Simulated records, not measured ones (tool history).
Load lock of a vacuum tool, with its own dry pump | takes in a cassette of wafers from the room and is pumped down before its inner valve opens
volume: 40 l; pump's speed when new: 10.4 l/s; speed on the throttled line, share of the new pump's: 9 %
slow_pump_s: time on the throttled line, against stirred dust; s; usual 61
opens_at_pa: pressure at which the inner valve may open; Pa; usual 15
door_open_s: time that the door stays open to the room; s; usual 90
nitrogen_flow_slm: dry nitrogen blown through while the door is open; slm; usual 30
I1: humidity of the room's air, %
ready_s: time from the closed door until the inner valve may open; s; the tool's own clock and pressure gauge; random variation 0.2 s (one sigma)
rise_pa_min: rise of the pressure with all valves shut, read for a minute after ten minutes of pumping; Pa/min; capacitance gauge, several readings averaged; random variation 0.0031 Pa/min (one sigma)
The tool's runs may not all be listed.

Run 1, hour 0: usual settings; I1 44.5. Result: ready_s 94 s, rise_pa_min 0.131 Pa/min.
Run 2, hour 304.6: usual settings; I1 41.5. Result: ready_s 93.9 s, rise_pa_min 0.148 Pa/min.
Run 3, hour 701.6: usual settings; I1 46.3. Result: ready_s 94.2 s, rise_pa_min 0.193 Pa/min.
At hour 756.1: dry pump taken out, an overhauled one fitted.
Run 4, hour 931.3: usual settings; I1 46. Result: ready_s 89.6 s, rise_pa_min 0.209 Pa/min.
Run 5, hour 1415.2: usual settings; I1 45.8. Result: ready_s 90 s, rise_pa_min 0.264 Pa/min.
Run 6, hour 1700.1: usual settings but opens_at_pa 13 Pa; I1 46.1. Result: ready_s 91 s, rise_pa_min 0.298 Pa/min.
Run 7, hour 1937.5: usual settings but opens_at_pa 13 Pa; I1 45.3. Result: ready_s 90.9 s, rise_pa_min 0.314 Pa/min.
Run 8, hour 2468.3: usual settings but opens_at_pa 13 Pa; I1 45.7. Result: ready_s 90.9 s, rise_pa_min 0.389 Pa/min.
Run 9, hour 2792.7: usual settings but opens_at_pa 13 Pa; I1 45.6. Result: ready_s 90.9 s, rise_pa_min 0.427 Pa/min.
Run 10, hour 3077: usual settings but opens_at_pa 13 Pa; I1 45. Result: ready_s 91.4 s, rise_pa_min 0.483 Pa/min.
Run 11, hour 3595.8: usual settings but opens_at_pa 13 Pa; I1 45.6. Result: ready_s 91.4 s, rise_pa_min 0.551 Pa/min.
Run 12, hour 3814.8: usual settings but opens_at_pa 13 Pa; I1 45. Result: ready_s 91.7 s, rise_pa_min 0.599 Pa/min.
At hour 4004.6: door's seal changed, seat wiped.
Run 13, hour 4085.4: usual settings but opens_at_pa 13 Pa; I1 45. Result: ready_s 91.6 s, rise_pa_min 0.058 Pa/min.
Run 14, hour 4392.9: usual settings but opens_at_pa 13 Pa; I1 45.3. Result: ready_s 91.1 s, rise_pa_min 0.072 Pa/min.
Run 15, hour 4838.8: usual settings but slow_pump_s 55 s; I1 40.7. Result: ready_s 86.1 s, rise_pa_min 0.089 Pa/min.
Run 16, hour 5278.1: usual settings but slow_pump_s 55 s; I1 43.2. Result: ready_s 86.1 s, rise_pa_min 0.112 Pa/min.
Run 17, hour 5793.1: usual settings; I1 42.9. Result: ready_s 91.8 s, rise_pa_min 0.146 Pa/min.
Run 18, hour 6084.9: usual settings; I1 45.2. Result: ready_s 91.6 s, rise_pa_min 0.174 Pa/min.
Run 19, hour 6301.4: usual settings; I1 45.2. Result: ready_s 92.1 s, rise_pa_min 0.19 Pa/min.
Run 20, hour 6550.9: usual settings; I1 47. Result: ready_s 91.8 s, rise_pa_min 0.207 Pa/min.
Run 21, hour 6876.8: usual settings but nitrogen_flow_slm 33 slm; I1 43.2. Result: ready_s 92.3 s, rise_pa_min 0.229 Pa/min.
Run 22, hour 7304.2: usual settings but slow_pump_s 39 s, opens_at_pa 13 Pa, door_open_s 149 s; I1 44.8. Result: ready_s 72.9 s, rise_pa_min 0.3 Pa/min.
Run 23, hour 7690.5: usual settings but slow_pump_s 39 s, opens_at_pa 13 Pa, door_open_s 149 s; I1 45.6. Result: ready_s 73.4 s, rise_pa_min 0.341 Pa/min.
Run 24, hour 8109.2: usual settings but slow_pump_s 39 s, opens_at_pa 13 Pa, door_open_s 149 s; I1 45.1. Result: ready_s 73.4 s, rise_pa_min 0.409 Pa/min.
Run 25, hour 8645.3: usual settings but slow_pump_s 39 s, opens_at_pa 13 Pa, door_open_s 149 s; I1 43. Result: ready_s 73.8 s, rise_pa_min 0.46 Pa/min.
Run 26, hour 8978.4: usual settings but slow_pump_s 39 s, opens_at_pa 13 Pa, door_open_s 190 s; I1 44.4. Result: ready_s 74 s, rise_pa_min 0.54 Pa/min.
Run 27, hour 9477.7: usual settings but slow_pump_s 39 s, opens_at_pa 13 Pa, door_open_s 190 s; I1 43.6. Result: ready_s 74.2 s, rise_pa_min 0.591 Pa/min.
At hour 9704.6: door's seal changed, seat wiped.
Run 28, hour 10008.1: usual settings but slow_pump_s 46 s, door_open_s 42 s; I1 45.6. Result: ready_s 80.1 s, rise_pa_min 0.054 Pa/min.
Run 29, hour 10404.2: usual settings but slow_pump_s 50 s, nitrogen_flow_slm 6 slm; I1 45.8. Result: ready_s 83.7 s, rise_pa_min 0.117 Pa/min.
Run 30, hour 10716.4: usual settings but slow_pump_s 112 s, opens_at_pa 13 Pa; I1 43.7. Result: ready_s 139.9 s, rise_pa_min 0.101 Pa/min.
Run 31, hour 11253: usual settings but slow_pump_s 112 s, opens_at_pa 13 Pa, door_open_s 61 s; I1 47.1. Result: ready_s 140.3 s, rise_pa_min 0.123 Pa/min.
Run 32, hour 11763.8: usual settings but slow_pump_s 32 s, opens_at_pa 13 Pa, door_open_s 61 s; I1 45.5. Result: ready_s 69.4 s, rise_pa_min 0.156 Pa/min.
Run 33, hour 12044.8: usual settings but slow_pump_s 32 s, opens_at_pa 22 Pa, door_open_s 115 s, nitrogen_flow_slm 4 slm; I1 47.9. Result: ready_s 66.7 s, rise_pa_min 0.239 Pa/min.
Run 34, hour 12400.7: usual settings but nitrogen_flow_slm 23 slm; I1 42.9. Result: ready_s 94.8 s, rise_pa_min 0.22 Pa/min.
Run 35, hour 12690.8: usual settings but nitrogen_flow_slm 9 slm; I1 44.3. Result: ready_s 94.6 s, rise_pa_min 0.264 Pa/min.
At hour 12980.2: dry pump taken out, an overhauled one fitted.
Run 36, hour 13033.1: usual settings but slow_pump_s 79 s, opens_at_pa 12 Pa, door_open_s 57 s; I1 42.8. Result: ready_s 107 s, rise_pa_min 0.285 Pa/min.
Run 37, hour 13428.3: usual settings but opens_at_pa 28 Pa, door_open_s 37 s, nitrogen_flow_slm 5 slm; I1 45.1. Result: ready_s 87.5 s, rise_pa_min 0.335 Pa/min.
Run 38, hour 13686.3: usual settings but opens_at_pa 28 Pa, door_open_s 37 s, nitrogen_flow_slm 5 slm; I1 45.6. Result: ready_s 87.5 s, rise_pa_min 0.367 Pa/min.

3 ways to go on from here, each from the tool as it stands after run 38. What would each give?
Run A, hour 14159.7: usual settings but slow_pump_s 37 s, opens_at_pa 10 Pa, door_open_s 37 s, nitrogen_flow_slm 5 slm; I1 46.1. Result: ready_s ?, rise_pa_min ?.
Run B, hour 14159.7: usual settings but slow_pump_s 111 s, opens_at_pa 28 Pa, door_open_s 29 s, nitrogen_flow_slm 5 slm; I1 44.2. Result: ready_s ?, rise_pa_min ?.
Run C, hour 14159.7: usual settings but opens_at_pa 11 Pa; I1 42.6. Result: ready_s ?, rise_pa_min ?.

run  ready_s  rise_pa_min
  A     70.4        0.428
  B    132.9        0.426
  C     91.3        0.423
Without the tool's hidden state the same runs would have given:
run  ready_s  rise_pa_min
  A     69.6        0.061
  B    132.3        0.056
  C     90.6        0.057
